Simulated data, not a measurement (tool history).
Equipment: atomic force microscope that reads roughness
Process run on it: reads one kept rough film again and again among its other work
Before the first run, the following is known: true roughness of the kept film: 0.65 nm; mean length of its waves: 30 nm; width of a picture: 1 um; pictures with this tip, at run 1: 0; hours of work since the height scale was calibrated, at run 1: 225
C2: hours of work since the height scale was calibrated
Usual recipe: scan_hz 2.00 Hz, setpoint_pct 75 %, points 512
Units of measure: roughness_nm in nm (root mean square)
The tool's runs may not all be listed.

{"run": 1, "day": 0.0, "scan_hz": 2.0, "setpoint_pct": 75, "points": 512, "pictures with this tip": 0, "C2": 225, "roughness_nm": 0.564}
{"run": 2, "day": 0.3, "scan_hz": 2.0, "setpoint_pct": 75, "points": 512, "pictures with this tip": 12, "C2": 229, "roughness_nm": 0.556}
{"run": 3, "day": 0.558, "scan_hz": 2.0, "setpoint_pct": 75, "points": 512, "pictures with this tip": 23, "C2": 233, "roughness_nm": 0.549}
{"run": 4, "day": 1.012, "scan_hz": 2.0, "setpoint_pct": 70, "points": 512, "pictures with this tip": 43, "C2": 239, "roughness_nm": 0.554}
{"run": 5, "day": 1.404, "scan_hz": 2.0, "setpoint_pct": 70, "points": 512, "pictures with this tip": 59, "C2": 244, "roughness_nm": 0.547}
{"run": 6, "day": 1.779, "scan_hz": 2.0, "setpoint_pct": 70, "points": 512, "pictures with this tip": 75, "C2": 249, "roughness_nm": 0.54}
{"day": 1.846, "done": "new tip fitted"}
{"run": 7, "day": 2.258, "scan_hz": 2.0, "setpoint_pct": 85, "points": 512, "pictures with this tip": 17, "C2": 255, "roughness_nm": 0.52}
{"run": 8, "day": 2.742, "scan_hz": 2.0, "setpoint_pct": 85, "points": 512, "pictures with this tip": 37, "C2": 261, "roughness_nm": 0.5}
{"run": 9, "day": 3.142, "scan_hz": 2.0, "setpoint_pct": 85, "points": 512, "pictures with this tip": 54, "C2": 266, "roughness_nm": 0.5}
{"run": 10, "day": 3.617, "scan_hz": 1.09, "setpoint_pct": 85, "points": 512, "pictures with this tip": 74, "C2": 272, "roughness_nm": 0.531}
{"day": 3.696, "done": "new tip fitted"}
{"run": 11, "day": 4.088, "scan_hz": 0.55, "setpoint_pct": 87, "points": 362, "pictures with this tip": 16, "C2": 278, "roughness_nm": 0.584}
{"run": 12, "day": 4.562, "scan_hz": 0.55, "setpoint_pct": 87, "points": 362, "pictures with this tip": 36, "C2": 285, "roughness_nm": 0.571}

Expected results for the next run?
{"run": 13, "day": 5.042, "scan_hz": 1.64, "setpoint_pct": 68, "points": 807, "pictures with this tip": 56, "C2": 291, "roughness_nm": "?"}

{"run 13": {"roughness_nm": 0.559}}
If the tool had no hidden condition, the same run with the same run-to-run variation would have returned roughness_nm 0.587 nm (root mean square).
